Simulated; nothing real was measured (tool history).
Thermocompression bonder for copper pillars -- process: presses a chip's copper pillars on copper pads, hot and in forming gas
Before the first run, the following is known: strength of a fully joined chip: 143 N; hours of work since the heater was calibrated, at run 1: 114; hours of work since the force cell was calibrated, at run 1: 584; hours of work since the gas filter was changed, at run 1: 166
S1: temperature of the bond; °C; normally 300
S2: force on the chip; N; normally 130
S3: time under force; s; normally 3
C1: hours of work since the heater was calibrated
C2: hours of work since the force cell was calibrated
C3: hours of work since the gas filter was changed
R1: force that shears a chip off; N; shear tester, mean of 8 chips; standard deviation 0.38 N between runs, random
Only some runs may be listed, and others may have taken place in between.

Run 1, hour 0.0: usual settings; C1 114; C2 584; C3 166. Result: R1 72.4 N.
Run 2, hour 9.7: usual settings but S2 80 N; C1 120; C2 590; C3 172. Result: R1 54.0 N.
Run 3, hour 14.2: usual settings but S2 80 N; C1 122; C2 592; C3 174. Result: R1 53.7 N.
Run 4, hour 19.6: usual settings but S2 80 N; C1 125; C2 595; C3 177. Result: R1 54.7 N.
Run 5, hour 28.6: usual settings but S2 80 N; C1 130; C2 600; C3 182. Result: R1 54.1 N.
Run 6, hour 34.3: usual settings but S2 80 N; C1 133; C2 603; C3 185. Result: R1 53.9 N.
Run 7, hour 44.0: usual settings; C1 139; C2 609; C3 191. Result: R1 72.3 N.
Run 8, hour 48.6: usual settings; C1 141; C2 611; C3 193. Result: R1 72.5 N.

What does the tool deliver on the next run?
Run 9, hour 56.9: usual settings but S1 275 °C; C1 146; C2 616; C3 198. Result: R1 ?.

R1: 51.2 N
With the hidden condition absent and the run-to-run variation left alone, this run would have shown R1 51.3 N.
